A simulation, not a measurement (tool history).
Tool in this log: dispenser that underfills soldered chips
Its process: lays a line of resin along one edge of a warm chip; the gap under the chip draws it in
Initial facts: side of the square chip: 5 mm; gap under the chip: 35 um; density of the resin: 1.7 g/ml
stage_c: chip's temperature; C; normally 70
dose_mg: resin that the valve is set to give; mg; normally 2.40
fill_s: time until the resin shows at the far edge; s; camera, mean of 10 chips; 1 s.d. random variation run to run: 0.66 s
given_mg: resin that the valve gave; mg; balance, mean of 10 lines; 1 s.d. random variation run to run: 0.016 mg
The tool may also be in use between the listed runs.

run	day	stage_c	dose_mg	fill_s	given_mg
1	0.000	70	2.40	65.7	2.31
2	0.100	76	2.40	55.0	2.34
3	0.292	76	2.40	65.5	2.34
4	0.388	68	2.40	102.8	2.28
# day 0.450: new syringe of resin
5	0.525	68	2.40	70.3	2.33
6	0.700	68	2.40	86.6	2.32
7	0.796	68	2.40	92.2	2.31
8	0.942	70	2.40	96.6	2.30
# day 1.017: new syringe of resin
9	1.083	70	2.40	62.0	2.33
# day 1.158: dispensing valve cleaned and set on the balance
10	1.283	70	2.89	71.9	2.87
11	1.442	70	2.59	86.1	2.59
12	1.546	74	2.40	79.6	2.39
# day 1.621: new syringe of resin
13	1.679	74	2.32	54.9	2.31
14	1.796	74	2.32	60.0	2.30
15	1.958	64	2.17	113.1	2.15
16	2.104	64	2.17	130.4	2.16
# day 2.175: new syringe of resin
17	2.212	82	2.40	35.8	2.37
18	2.412	82	2.40	44.0	2.35
19	2.588	82	2.40	52.0	2.37
# day 2.738: new syringe of resin
20	2.804	76	2.47	48.8	2.42
21	3.000	76	2.47	58.6	2.42
22	3.192	62	2.35	136.4	2.28
# day 3.300: new syringe of resin
23	3.312	71	2.51	57.4	2.45
24	3.442	66	2.72	82.2	2.65
25	3.642	66	2.72	99.2	2.66

Consider 5 possible next runs. They are alternatives, not a sequence: every one starts from the tool as it was left by run 25. What does each give?
A	3.758	72	2.68	?	?
B	3.758	73	2.72	?	?
C	3.758	67	2.27	?	?
D	3.758	72	2.96	?	?
E	3.758	65	2.71	?	?

run	fill_s	given_mg
A	83.9	2.60
B	80.5	2.66
C	108.6	2.19
D	82.1	2.86
E	115.7	2.59
Without the tool's unlogged condition, the same runs would have read:
run	fill_s	given_mg
A	53.3	2.68
B	51.1	2.74
C	68.7	2.26
D	52.4	2.94
E	73.5	2.67
